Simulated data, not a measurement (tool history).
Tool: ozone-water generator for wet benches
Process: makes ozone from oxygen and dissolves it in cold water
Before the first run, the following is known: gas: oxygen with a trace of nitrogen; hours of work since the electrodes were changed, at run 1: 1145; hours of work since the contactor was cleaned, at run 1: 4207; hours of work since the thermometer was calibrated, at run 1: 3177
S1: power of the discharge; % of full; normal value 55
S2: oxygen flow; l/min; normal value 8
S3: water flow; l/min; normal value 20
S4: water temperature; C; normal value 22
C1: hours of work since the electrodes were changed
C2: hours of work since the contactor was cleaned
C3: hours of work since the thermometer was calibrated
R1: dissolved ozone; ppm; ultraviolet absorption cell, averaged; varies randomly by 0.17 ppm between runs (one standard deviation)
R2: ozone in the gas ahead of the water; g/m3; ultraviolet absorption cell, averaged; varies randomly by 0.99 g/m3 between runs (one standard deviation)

Run 1, hour 0: usual settings; C1 1145; C2 4207; C3 3177. Result: R1 22.7 ppm, R2 170.4 g/m3.
Run 2, hour 52.7: usual settings; C1 1189; C2 4251; C3 3221. Result: R1 22.7 ppm, R2 170.7 g/m3.
Run 3, hour 99.6: usual settings; C1 1229; C2 4290; C3 3261. Result: R1 22.9 ppm, R2 171.8 g/m3.
Run 4, hour 143.7: usual settings but S3 15 l/min; C1 1266; C2 4327; C3 3298. Result: R1 26.7 ppm, R2 172.3 g/m3.
Run 5, hour 182: usual settings but S3 15 l/min; C1 1298; C2 4360; C3 3330. Result: R1 26.8 ppm, R2 172.3 g/m3.
Run 6, hour 217.8: usual settings; C1 1328; C2 4390; C3 3360. Result: R1 22.5 ppm, R2 170 g/m3.
Run 7, hour 260.2: usual settings; C1 1364; C2 4426; C3 3396. Result: R1 22.9 ppm, R2 171.3 g/m3.
Run 8, hour 282.7: usual settings; C1 1383; C2 4445; C3 3415. Result: R1 23.2 ppm, R2 170.7 g/m3.
Run 9, hour 332.5: usual settings but S3 18 l/min; C1 1425; C2 4487; C3 3457. Result: R1 24.4 ppm, R2 173.9 g/m3.
Run 10, hour 360.9: usual settings but S3 18 l/min; C1 1449; C2 4510; C3 3481. Result: R1 24.3 ppm, R2 172.1 g/m3.
Run 11, hour 385.1: usual settings; C1 1469; C2 4531; C3 3501. Result: R1 22.7 ppm, R2 172.9 g/m3.
Run 12, hour 431.2: usual settings but S3 25 l/min; C1 1508; C2 4570; C3 3540. Result: R1 19.5 ppm, R2 172.8 g/m3.

The next listed run, before its measurement:
Run 13, hour 479.4: usual settings but S2 12.22 l/min, S3 25 l/min; C1 1549; C2 4610; C3 3581. Result: R1 ?, R2 ?.

{"run 13": {"R1": 19.7, "R2": 146}}
Without the tool's hidden state the same run would have given R1 19.8 ppm, R2 144.3 g/m3.
